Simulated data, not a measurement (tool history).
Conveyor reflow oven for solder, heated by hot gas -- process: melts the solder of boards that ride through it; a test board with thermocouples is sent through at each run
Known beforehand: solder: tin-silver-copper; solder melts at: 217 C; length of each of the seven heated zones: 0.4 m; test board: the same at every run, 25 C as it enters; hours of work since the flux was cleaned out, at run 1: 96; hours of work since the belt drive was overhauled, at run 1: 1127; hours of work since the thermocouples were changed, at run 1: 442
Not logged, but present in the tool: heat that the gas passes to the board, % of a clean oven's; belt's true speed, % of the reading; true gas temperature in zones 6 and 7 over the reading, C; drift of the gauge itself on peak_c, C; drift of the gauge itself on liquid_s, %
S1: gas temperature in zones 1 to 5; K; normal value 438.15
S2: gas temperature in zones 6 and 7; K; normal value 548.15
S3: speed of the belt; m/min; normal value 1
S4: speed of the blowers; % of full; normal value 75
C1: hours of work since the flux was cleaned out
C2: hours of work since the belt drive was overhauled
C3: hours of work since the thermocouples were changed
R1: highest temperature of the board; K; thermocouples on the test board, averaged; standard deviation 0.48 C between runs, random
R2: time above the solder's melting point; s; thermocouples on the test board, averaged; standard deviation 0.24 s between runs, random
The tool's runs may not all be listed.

run	hour	S1	S2	S3	S4	C1	C2	C3	R1	R2
1	0	438.15	548.15	1	75	96	1127	442	533.35	37.7
2	49.7	438.15	548.15	1	75	125	1155	471	532.75	37.6
3	113.5	438.15	548.15	1	71	162	1193	508	531.75	36.9
4	148.8	438.15	548.15	1	71	183	1213	529	532.15	36.9
5	184.6	438.15	548.15	1	71	203	1234	549	531.25	36.2
6	232.6	438.15	541.15	1	75	231	1262	577	526.55	34.8
7	261	438.15	548.15	1	75	248	1278	594	532.45	37.7
# hour 275.4: flux residue cleaned out of gas plates and filters
8	309.9	438.15	548.15	1	75	20	1304	619	531.75	37.2
9	361.1	438.15	548.15	1	75	50	1333	649	532.05	36.9
# hour 418.2: flux residue cleaned out of gas plates and filters, once more
10	418.2	438.15	548.15	1	75	0	1364	679	534.35	37.8
11	454.8	438.15	548.15	1	75	21	1385	700	533.65	38
12	490.7	438.15	548.15	1	75	42	1406	721	533.85	37.7
13	521.7	438.15	548.15	1	75	60	1424	739	533.75	38.1
# hour 532.1: belt drive overhauled, speed set with a stopwatch
14	592.4	438.15	548.15	1	75	99	35	778	533.35	37.5
15	631.7	438.15	553.15	1	75	122	58	801	537.65	38.9
16	693.8	451.15	542.15	1.17	75	158	94	837	524.75	30.5
17	725.2	438.15	552.15	0.97	78	176	112	855	538.05	40.3
18	785.9	445.15	552.15	1.06	82	211	147	891	537.85	37.8
19	815.5	424.15	548.15	0.97	82	228	165	908	533.95	36.5
20	855.1	424.15	548.15	0.97	82	251	188	931	533.55	36.4
# hour 862.9: flux residue cleaned out of gas plates and filters
21	906.2	424.15	548.15	0.97	82	25	214	957	535.35	38
22	967.2	428.15	536.15	1.05	82	61	250	993	523.15	29.9
23	1001.2	450.15	549.15	1.03	66	80	270	1013	533.65	38.7
24	1038.5	427.15	548.15	1	75	102	291	1034	531.65	35.3
25	1077.5	427.15	548.15	0.85	75	125	314	1057	538.65	45.4
# hour 1090.9: thermocouples of zones 6 and 7 changed
26	1113.8	427.15	548.15	0.85	75	145	334	13	534.75	43.2
27	1159.4	427.15	548.15	0.85	75	171	360	40	534.75	43.4
28	1220.2	427.15	548.15	0.85	75	206	396	75	535.65	43.1
29	1266.4	424.15	548.15	1	75	233	422	102	527.65	33.3
# hour 1305.2: flux residue cleaned out of gas plates and filters
30	1313.3	439.15	540.15	1.11	84	5	447	126	525.35	31

Measured less the same run without the tool's hidden state. The same run-to-run variation is in both; the gauge's scatter may not be:
run	R1	R2
1	+0.8	+0.5
2	+0.7	+0.6
3	+0.6	+0.5
4	+0.6	+0.5
5	+0.5	+0.4
6	+0.3	+0.3
7	+0.3	+0.3
8	-0.3	+0
9	-0.4	+0
10	+1.9	+1.1
11	+1.8	+1.1
12	+1.8	+1
13	+1.7	+1
14	+1.1	+0.3
15	+1	+0.2
16	+0.7	+0.1
17	+0.9	+0.2
18	+0.6	+0.1
19	+0.5	+0
20	+0.4	-0.1
21	+2.7	+1
22	+2.5	+1.2
23	+2.4	+1
24	+2.4	+1
25	+2.6	+1
26	-0.8	-0.3
27	-0.9	-0.3
28	-0.9	-0.4
29	-1.5	-0.7
30	+0.3	+0.3
